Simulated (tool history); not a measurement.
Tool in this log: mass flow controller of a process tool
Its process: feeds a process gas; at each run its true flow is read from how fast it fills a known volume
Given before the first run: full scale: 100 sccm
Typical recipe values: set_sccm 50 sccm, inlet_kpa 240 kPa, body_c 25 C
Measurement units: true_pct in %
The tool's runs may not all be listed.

{"run": 1, "day": 0.0, "set_sccm": 50, "inlet_kpa": 240, "body_c": 25, "true_pct": 98.44}
{"run": 2, "day": 2.483, "set_sccm": 50, "inlet_kpa": 240, "body_c": 25, "true_pct": 98.5}
{"run": 3, "day": 5.608, "set_sccm": 50, "inlet_kpa": 240, "body_c": 25, "true_pct": 98.39}
{"run": 4, "day": 8.512, "set_sccm": 50, "inlet_kpa": 240, "body_c": 25, "true_pct": 98.25}
{"run": 5, "day": 10.642, "set_sccm": 50, "inlet_kpa": 240, "body_c": 25, "true_pct": 98.32}
{"run": 6, "day": 12.767, "set_sccm": 50, "inlet_kpa": 240, "body_c": 25, "true_pct": 98.23}
{"run": 7, "day": 15.029, "set_sccm": 50, "inlet_kpa": 240, "body_c": 35, "true_pct": 98.01}
{"run": 8, "day": 17.688, "set_sccm": 50, "inlet_kpa": 240, "body_c": 35, "true_pct": 97.94}
{"run": 9, "day": 19.167, "set_sccm": 50, "inlet_kpa": 240, "body_c": 35, "true_pct": 98.02}
{"run": 10, "day": 20.562, "set_sccm": 50, "inlet_kpa": 240, "body_c": 25, "true_pct": 98.32}
{"run": 11, "day": 23.175, "set_sccm": 50, "inlet_kpa": 240, "body_c": 24, "true_pct": 98.33}
{"run": 12, "day": 24.7, "set_sccm": 50, "inlet_kpa": 262, "body_c": 25, "true_pct": 98.14}
{"run": 13, "day": 26.112, "set_sccm": 50, "inlet_kpa": 262, "body_c": 25, "true_pct": 98.13}
{"run": 14, "day": 28.65, "set_sccm": 50, "inlet_kpa": 262, "body_c": 25, "true_pct": 98.17}
{"run": 15, "day": 30.242, "set_sccm": 50, "inlet_kpa": 240, "body_c": 25, "true_pct": 98.1}
{"run": 16, "day": 32.312, "set_sccm": 78, "inlet_kpa": 240, "body_c": 25, "true_pct": 98.58}
{"run": 17, "day": 33.75, "set_sccm": 78, "inlet_kpa": 240, "body_c": 25, "true_pct": 98.58}
{"run": 18, "day": 36.912, "set_sccm": 78, "inlet_kpa": 240, "body_c": 25, "true_pct": 98.7}
{"run": 19, "day": 38.342, "set_sccm": 78, "inlet_kpa": 240, "body_c": 25, "true_pct": 98.59}
{"run": 20, "day": 39.721, "set_sccm": 78, "inlet_kpa": 240, "body_c": 25, "true_pct": 98.63}
{"run": 21, "day": 42.862, "set_sccm": 78, "inlet_kpa": 240, "body_c": 25, "true_pct": 98.76}
{"run": 22, "day": 45.054, "set_sccm": 54, "inlet_kpa": 241, "body_c": 25, "true_pct": 98.21}
{"run": 23, "day": 47.529, "set_sccm": 54, "inlet_kpa": 241, "body_c": 25, "true_pct": 98.26}
{"run": 24, "day": 48.846, "set_sccm": 50, "inlet_kpa": 160, "body_c": 34, "true_pct": 98.3}
{"run": 25, "day": 51.629, "set_sccm": 50, "inlet_kpa": 160, "body_c": 34, "true_pct": 98.27}
{"day": 51.917, "done": "controller's zero set anew"}
{"run": 26, "day": 54.592, "set_sccm": 58, "inlet_kpa": 238, "body_c": 31, "true_pct": 98.34}
{"run": 27, "day": 57.638, "set_sccm": 58, "inlet_kpa": 255, "body_c": 32, "true_pct": 98.5}
{"run": 28, "day": 60.288, "set_sccm": 58, "inlet_kpa": 235, "body_c": 35, "true_pct": 98.4}
{"run": 29, "day": 62.446, "set_sccm": 50, "inlet_kpa": 240, "body_c": 23, "true_pct": 98.79}
{"day": 62.704, "done": "controller's zero set anew, once more"}
{"run": 30, "day": 65.433, "set_sccm": 50, "inlet_kpa": 240, "body_c": 23, "true_pct": 97.55}
{"run": 31, "day": 67.321, "set_sccm": 50, "inlet_kpa": 240, "body_c": 23, "true_pct": 97.59}
{"run": 32, "day": 69.071, "set_sccm": 50, "inlet_kpa": 240, "body_c": 23, "true_pct": 97.44}
{"run": 33, "day": 71.062, "set_sccm": 16, "inlet_kpa": 240, "body_c": 23, "true_pct": 97.09}
{"run": 34, "day": 73.812, "set_sccm": 41, "inlet_kpa": 180, "body_c": 23, "true_pct": 97.44}
{"run": 35, "day": 76.475, "set_sccm": 50, "inlet_kpa": 275, "body_c": 25, "true_pct": 97.37}
{"run": 36, "day": 77.879, "set_sccm": 50, "inlet_kpa": 146, "body_c": 21, "true_pct": 97.84}
{"run": 37, "day": 80.708, "set_sccm": 12, "inlet_kpa": 240, "body_c": 37, "true_pct": 96.87}

Results for each run, recomputed without the tool's hidden state and with each run's random variation untouched:
Hidden conditions of the tool in this case: flow at rest that the sensor doesn't see, % of full scale; true flow over the shown one, %; drift of the gauge itself on true_pct, %.
run=1 true_pct=98.77
run=2 true_pct=98.83
run=3 true_pct=98.73
run=4 true_pct=98.61
run=5 true_pct=98.68
run=6 true_pct=98.60
run=7 true_pct=98.38
run=8 true_pct=98.32
run=9 true_pct=98.41
run=10 true_pct=98.71
run=11 true_pct=98.73
run=12 true_pct=98.55
run=13 true_pct=98.54
run=14 true_pct=98.59
run=15 true_pct=98.53
run=16 true_pct=99.27
run=17 true_pct=99.28
run=18 true_pct=99.42
run=19 true_pct=99.31
run=20 true_pct=99.36
run=21 true_pct=99.50
run=22 true_pct=98.74
run=23 true_pct=98.80
run=24 true_pct=98.79
run=25 true_pct=98.77
run=26 true_pct=98.51
run=27 true_pct=98.69
run=28 true_pct=98.60
run=29 true_pct=98.81
run=30 true_pct=98.79
run=31 true_pct=98.83
run=32 true_pct=98.69
run=33 true_pct=97.97
run=34 true_pct=98.66
run=35 true_pct=98.64
run=36 true_pct=99.12
run=37 true_pct=97.49
